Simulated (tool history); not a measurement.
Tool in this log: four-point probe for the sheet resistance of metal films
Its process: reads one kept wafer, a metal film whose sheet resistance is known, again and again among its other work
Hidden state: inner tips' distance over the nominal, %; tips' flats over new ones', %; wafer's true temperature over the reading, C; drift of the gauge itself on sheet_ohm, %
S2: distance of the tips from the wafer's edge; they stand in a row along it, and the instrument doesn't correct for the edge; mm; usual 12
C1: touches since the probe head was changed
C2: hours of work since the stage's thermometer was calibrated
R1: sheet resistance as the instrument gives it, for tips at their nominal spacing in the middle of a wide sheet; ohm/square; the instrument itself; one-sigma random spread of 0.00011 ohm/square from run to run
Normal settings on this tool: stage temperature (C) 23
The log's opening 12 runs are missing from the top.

{"run": 13, "hour": 543.3, "stage temperature (C)": 23, "S2": 5, "C1": 86934, "C2": 1556, "R1": 0.551227}
{"run": 14, "hour": 572.6, "stage temperature (C)": 23, "S2": 5, "C1": 87832, "C2": 1574, "R1": 0.55139}
{"run": 15, "hour": 614.9, "stage temperature (C)": 23, "S2": 12, "C1": 89132, "C2": 1600, "R1": 0.547338}
{"hour": 653.0, "done": "stage's thermometer calibrated"}
{"run": 16, "hour": 673.6, "stage temperature (C)": 23, "S2": 12, "C1": 90918, "C2": 13, "R1": 0.546278}
{"run": 17, "hour": 718.5, "stage temperature (C)": 23, "S2": 12, "C1": 92298, "C2": 40, "R1": 0.546529}
{"run": 18, "hour": 766.8, "stage temperature (C)": 23, "S2": 12, "C1": 93778, "C2": 70, "R1": 0.5466}
{"run": 19, "hour": 793.3, "stage temperature (C)": 26, "S2": 12, "C1": 94593, "C2": 86, "R1": 0.546929}
{"run": 20, "hour": 834.5, "stage temperature (C)": 26, "S2": 12, "C1": 95858, "C2": 111, "R1": 0.547031}
{"run": 21, "hour": 879.7, "stage temperature (C)": 26, "S2": 12, "C1": 97246, "C2": 139, "R1": 0.546742}
{"run": 22, "hour": 937.1, "stage temperature (C)": 23, "S2": 74, "C1": 99009, "C2": 174, "R1": 0.545637}
{"run": 23, "hour": 971.3, "stage temperature (C)": 19, "S2": 12, "C1": 100059, "C2": 195, "R1": 0.545677}
{"run": 24, "hour": 1027.1, "stage temperature (C)": 33, "S2": 62, "C1": 101770, "C2": 229, "R1": 0.547252}
{"run": 25, "hour": 1072.4, "stage temperature (C)": 19, "S2": 54, "C1": 103160, "C2": 257, "R1": 0.544846}
{"run": 26, "hour": 1115.9, "stage temperature (C)": 24, "S2": 5, "C1": 104497, "C2": 283, "R1": 0.55029}
{"run": 27, "hour": 1144.5, "stage temperature (C)": 24, "S2": 5, "C1": 105374, "C2": 301, "R1": 0.550708}
{"run": 28, "hour": 1200.6, "stage temperature (C)": 19, "S2": 5, "C1": 107095, "C2": 335, "R1": 0.549451}
{"run": 29, "hour": 1262.3, "stage temperature (C)": 23, "S2": 5, "C1": 108992, "C2": 373, "R1": 0.550169}

Run 30, settings as shown, results not yet in. Your forecast:
{"run": 30, "hour": 1320.7, "stage temperature (C)": 23, "S2": 5, "C1": 110784, "C2": 409, "R1": "?"}

R1: 0.550434 ohm/square
The same run, on a tool lacking any hidden state, would have yielded R1 0.551062 ohm/square.
